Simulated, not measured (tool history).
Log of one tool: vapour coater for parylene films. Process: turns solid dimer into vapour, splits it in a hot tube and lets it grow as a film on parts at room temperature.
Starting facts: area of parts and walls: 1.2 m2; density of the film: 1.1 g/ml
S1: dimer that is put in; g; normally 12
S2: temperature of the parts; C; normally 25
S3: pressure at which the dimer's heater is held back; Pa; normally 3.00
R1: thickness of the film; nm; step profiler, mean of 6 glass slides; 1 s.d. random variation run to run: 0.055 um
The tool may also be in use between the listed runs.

run 1 hour=0.0 | S1=12 S2=25 S3=3.00 | R1=6250
-- hour=23.0 trap's valve overhauled
run 2 hour=23.5 | S1=12 S2=25 S3=3.00 | R1=6370
run 3 hour=33.6 | S1=12 S2=25 S3=3.00 | R1=6410
run 4 hour=52.1 | S1=12 S2=25 S3=3.00 | R1=6390
run 5 hour=60.4 | S1=12 S2=25 S3=3.00 | R1=6360
run 6 hour=72.1 | S1=12 S2=25 S3=3.00 | R1=6260
run 7 hour=84.6 | S1=12 S2=25 S3=3.00 | R1=6390
run 8 hour=101.6 | S1=12 S2=25 S3=4.21 | R1=5980
run 9 hour=120.9 | S1=12 S2=25 S3=4.21 | R1=5970
run 10 hour=137.9 | S1=12 S2=25 S3=4.21 | R1=5900
run 11 hour=150.1 | S1=12 S2=25 S3=4.21 | R1=5880
run 12 hour=168.7 | S1=12 S2=25 S3=4.21 | R1=5910
run 13 hour=181.7 | S1=13 S2=25 S3=7.31 | R1=5680
run 14 hour=194.8 | S1=13 S2=20 S3=3.44 | R1=7530
run 15 hour=209.2 | S1=9 S2=30 S3=3.00 | R1=4230
run 16 hour=228.2 | S1=12 S2=25 S3=3.86 | R1=5990
run 17 hour=248.3 | S1=12 S2=25 S3=3.86 | R1=6000
run 18 hour=258.7 | S1=6 S2=19 S3=2.11 | R1=3970
run 19 hour=275.4 | S1=6 S2=19 S3=2.11 | R1=3960
run 20 hour=289.0 | S1=6 S2=19 S3=2.11 | R1=4010
run 21 hour=306.8 | S1=6 S2=19 S3=2.11 | R1=3980
run 22 hour=315.9 | S1=6 S2=19 S3=2.11 | R1=3980

Forecast each of these 4 alternatives for the next run:
run A hour=326.1 | S1=6 S2=19 S3=6.13 | R1=?
run B hour=326.1 | S1=6 S2=19 S3=2.11 | R1=?
run C hour=326.1 | S1=6 S2=21 S3=2.11 | R1=?
run D hour=326.1 | S1=6 S2=19 S3=2.06 | R1=?

run=A R1=3140
run=B R1=3970
run=C R1=3760
run=D R1=4030
Without the tool's hidden state the same runs would have given:
run=A R1=3150
run=B R1=3990
run=C R1=3770
run=D R1=4040

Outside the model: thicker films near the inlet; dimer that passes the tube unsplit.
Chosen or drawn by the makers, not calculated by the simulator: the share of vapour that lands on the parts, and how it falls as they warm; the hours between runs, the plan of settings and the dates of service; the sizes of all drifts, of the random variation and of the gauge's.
